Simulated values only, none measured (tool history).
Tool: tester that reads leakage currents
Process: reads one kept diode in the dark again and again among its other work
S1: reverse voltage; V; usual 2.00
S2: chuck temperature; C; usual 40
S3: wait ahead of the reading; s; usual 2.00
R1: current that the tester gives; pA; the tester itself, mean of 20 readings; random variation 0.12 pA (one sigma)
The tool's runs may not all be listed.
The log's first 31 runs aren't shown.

run,hour,S1,S2,S3,R1
32,763.5,5.53,34,2.00,36.58
33,778.9,5.53,34,2.00,36.77
34,795.4,5.53,34,2.00,36.61
35,827.8,9.87,44,2.00,90.61
36,855.8,9.87,51,0.60,148.88
37,875.5,9.87,51,0.60,148.77
38,901.2,1.18,51,1.14,68.70
39,930.9,1.18,51,1.14,68.92

Run 40 comes next. What will it give?
40,946.2,2.00,27,8.28,?

{"run 40": {"R1": 14.18}}
Without the tool's hidden state the same run would have given R1 12.75 pA.
